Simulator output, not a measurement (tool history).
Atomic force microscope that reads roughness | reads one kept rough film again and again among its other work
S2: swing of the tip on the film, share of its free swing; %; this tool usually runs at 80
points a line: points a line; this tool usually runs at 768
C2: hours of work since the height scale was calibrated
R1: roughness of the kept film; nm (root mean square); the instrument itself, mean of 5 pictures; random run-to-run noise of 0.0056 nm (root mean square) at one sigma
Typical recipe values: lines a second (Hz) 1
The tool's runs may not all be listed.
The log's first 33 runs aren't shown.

Run 34, hour 1226.9: usual settings but S2 70 %; pictures with this tip 185; C2 239. Result: R1 0.944 nm (root mean square).
At hour 1233.9: new tip fitted.
Run 35, hour 1278.7: usual settings but S2 76 %, points a line 334; pictures with this tip 80; C2 272. Result: R1 0.952 nm (root mean square).
Run 36, hour 1328.6: usual settings but S2 89 %, points a line 334; pictures with this tip 169; C2 305. Result: R1 0.869 nm (root mean square).
At hour 1344.2: new tip fitted.
Run 37, hour 1357.4: usual settings but S2 66 %, points a line 334; pictures with this tip 24; C2 323. Result: R1 1.002 nm (root mean square).
Run 38, hour 1404.1: usual settings but S2 66 %, points a line 334; pictures with this tip 107; C2 354. Result: R1 0.97 nm (root mean square).
Run 39, hour 1430.1: usual settings but lines a second (Hz) 0.51, S2 69 %, points a line 460; pictures with this tip 154; C2 371. Result: R1 0.975 nm (root mean square).
At hour 1457.8: new tip fitted.
Run 40, hour 1480.2: usual settings but lines a second (Hz) 0.51, S2 69 %, points a line 460; pictures with this tip 40; C2 403. Result: R1 1.025 nm (root mean square).
Run 41, hour 1508.2: usual settings but lines a second (Hz) 0.66, S2 62 %; pictures with this tip 90; C2 421. Result: R1 1.017 nm (root mean square).
Run 42, hour 1534.7: usual settings but lines a second (Hz) 0.51, S2 56 %; pictures with this tip 137; C2 439. Result: R1 1.012 nm (root mean square).
At hour 1572: new tip fitted.
Run 43, hour 1582.2: usual settings but lines a second (Hz) 2.23, S2 65 %, points a line 288; pictures with this tip 18; C2 469. Result: R1 0.961 nm (root mean square).
Run 44, hour 1630.6: usual settings but lines a second (Hz) 2.23, S2 65 %, points a line 288; pictures with this tip 105; C2 501. Result: R1 0.928 nm (root mean square).
Run 45, hour 1653: usual settings but lines a second (Hz) 1.09, S2 63 %, points a line 457; pictures with this tip 145; C2 515. Result: R1 0.973 nm (root mean square).
At hour 1684.6: new tip fitted.
Run 46, hour 1700.3: usual settings but lines a second (Hz) 1.07, points a line 257; pictures with this tip 29; C2 546. Result: R1 0.947 nm (root mean square).
Run 47, hour 1722.2: usual settings but lines a second (Hz) 0.68, S2 75 %, points a line 382; pictures with this tip 68; C2 560. Result: R1 0.983 nm (root mean square).
Run 48, hour 1772.1: usual settings but lines a second (Hz) 1.05, S2 67 %, points a line 382; pictures with this tip 157; C2 593. Result: R1 0.966 nm (root mean square).
At hour 1794.1: new tip fitted.
Run 49, hour 1795: usual settings but lines a second (Hz) 0.84, S2 68 %; pictures with this tip 1; C2 607. Result: R1 1.032 nm (root mean square).
Run 50, hour 1836.8: usual settings but lines a second (Hz) 0.79, S2 68 %, points a line 1014; pictures with this tip 76; C2 635. Result: R1 0.995 nm (root mean square).
Run 51, hour 1882.1: usual settings but lines a second (Hz) 0.79, S2 68 %, points a line 1014; pictures with this tip 157; C2 664. Result: R1 0.973 nm (root mean square).
At hour 1905.1: new tip fitted.
Run 52, hour 1914.5: usual settings but points a line 309; pictures with this tip 17; C2 685. Result: R1 0.962 nm (root mean square).

Alternative continuations, all from the tool just after run 52; predict every row:
Run A, hour 1955.8: usual settings but lines a second (Hz) 0.64, S2 83 %, points a line 450; pictures with this tip 91; C2 712. Result: R1 ?.
Run B, hour 1955.8: usual settings but S2 81 %, points a line 425; pictures with this tip 91; C2 712. Result: R1 ?.
Run C, hour 1955.8: usual settings but S2 82 %, points a line 1018; pictures with this tip 91; C2 712. Result: R1 ?.
Run D, hour 1955.8: usual settings but lines a second (Hz) 1.03, points a line 309; pictures with this tip 91; C2 712. Result: R1 ?.

run     R1
  A  0.968
  B  0.939
  C  0.941
  D  0.925
What these runs would have given with no unlogged condition in the tool:
run     R1
  A  0.993
  B  0.963
  C  0.965
  D  0.948

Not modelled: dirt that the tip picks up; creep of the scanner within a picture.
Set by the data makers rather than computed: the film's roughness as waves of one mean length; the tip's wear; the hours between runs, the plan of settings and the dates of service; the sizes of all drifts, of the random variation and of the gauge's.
